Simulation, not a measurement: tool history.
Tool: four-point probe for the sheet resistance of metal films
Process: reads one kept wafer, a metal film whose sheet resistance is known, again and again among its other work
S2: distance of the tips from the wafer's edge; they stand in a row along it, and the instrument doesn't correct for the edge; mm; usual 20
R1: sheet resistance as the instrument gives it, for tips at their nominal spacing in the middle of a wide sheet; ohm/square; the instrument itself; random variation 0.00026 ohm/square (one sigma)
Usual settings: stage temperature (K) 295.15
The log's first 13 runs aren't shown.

Run 14, hour 701.2: usual settings but stage temperature (K) 306.15, S2 47 mm. Result: R1 1.318236 ohm/square.
Run 15, hour 736.7: usual settings but stage temperature (K) 306.15, S2 47 mm. Result: R1 1.318241 ohm/square.
Run 16, hour 802.3: usual settings but stage temperature (K) 306.15, S2 47 mm. Result: R1 1.319084 ohm/square.
Run 17, hour 873.3: usual settings but stage temperature (K) 306.15, S2 47 mm. Result: R1 1.318271 ohm/square.
Run 18, hour 949.1: usual settings. Result: R1 1.316766 ohm/square.
Run 19, hour 1022.4: usual settings but S2 3 mm. Result: R1 1.347329 ohm/square.
Run 20, hour 1090.8: usual settings but stage temperature (K) 308.15, S2 67 mm. Result: R1 1.319116 ohm/square.
Run 21, hour 1142.7: usual settings but stage temperature (K) 292.15, S2 67 mm. Result: R1 1.315689 ohm/square.
Run 22, hour 1207.6: usual settings but stage temperature (K) 293.15. Result: R1 1.316241 ohm/square.
Run 23, hour 1273.0: usual settings but stage temperature (K) 305.15, S2 8 mm. Result: R1 1.322819 ohm/square.
Run 24, hour 1333.9: usual settings but stage temperature (K) 305.15, S2 8 mm. Result: R1 1.322847 ohm/square.
Run 25, hour 1390.2: usual settings but stage temperature (K) 292.15, S2 4 mm. Result: R1 1.332983 ohm/square.
Run 26, hour 1472.3: usual settings but stage temperature (K) 292.15, S2 10 mm. Result: R1 1.318359 ohm/square.
Run 27, hour 1525.3: usual settings but stage temperature (K) 304.15, S2 5 mm. Result: R1 1.329366 ohm/square.
Run 28, hour 1567.5: usual settings but stage temperature (K) 292.15, S2 13 mm. Result: R1 1.317237 ohm/square.
At hour 1606.8: stage's thermometer calibrated.
Run 29, hour 1620.3: usual settings but stage temperature (K) 292.15, S2 8 mm. Result: R1 1.320069 ohm/square.
Run 30, hour 1698.1: usual settings but stage temperature (K) 301.15, S2 14 mm. Result: R1 1.318570 ohm/square.
Run 31, hour 1749.6: usual settings but stage temperature (K) 296.15. Result: R1 1.317216 ohm/square.
Run 32, hour 1818.9: usual settings but stage temperature (K) 308.15, S2 14 mm. Result: R1 1.320325 ohm/square.
Run 33, hour 1860.6: usual settings but stage temperature (K) 308.15, S2 14 mm. Result: R1 1.320037 ohm/square.
Run 34, hour 1913.9: usual settings but stage temperature (K) 300.15, S2 6 mm. Result: R1 1.324842 ohm/square.
Run 35, hour 1989.9: usual settings but stage temperature (K) 300.15, S2 6 mm. Result: R1 1.325228 ohm/square.
Run 36, hour 2023.5: usual settings but stage temperature (K) 304.15, S2 6 mm. Result: R1 1.326155 ohm/square.
Run 37, hour 2093.5: usual settings but stage temperature (K) 297.15, S2 8 mm. Result: R1 1.320984 ohm/square.
Run 38, hour 2151.2: usual settings but stage temperature (K) 297.15, S2 8 mm. Result: R1 1.320892 ohm/square.

Forecast each of these 4 alternatives for the next run:
Run A, hour 2228.3: usual settings but stage temperature (K) 291.15, S2 11 mm. Result: R1 ?.
Run B, hour 2228.3: usual settings but stage temperature (K) 292.15, S2 37 mm. Result: R1 ?.
Run C, hour 2228.3: usual settings but stage temperature (K) 292.15, S2 9 mm. Result: R1 ?.
Run D, hour 2228.3: usual settings but stage temperature (K) 292.15, S2 8 mm. Result: R1 ?.

run        R1
  A  1.317484
  B  1.315719
  C  1.318841
  D  1.319827
Without the tool's hidden state the same runs would have given:
run        R1
  A  1.317673
  B  1.315909
  C  1.319031
  D  1.320017
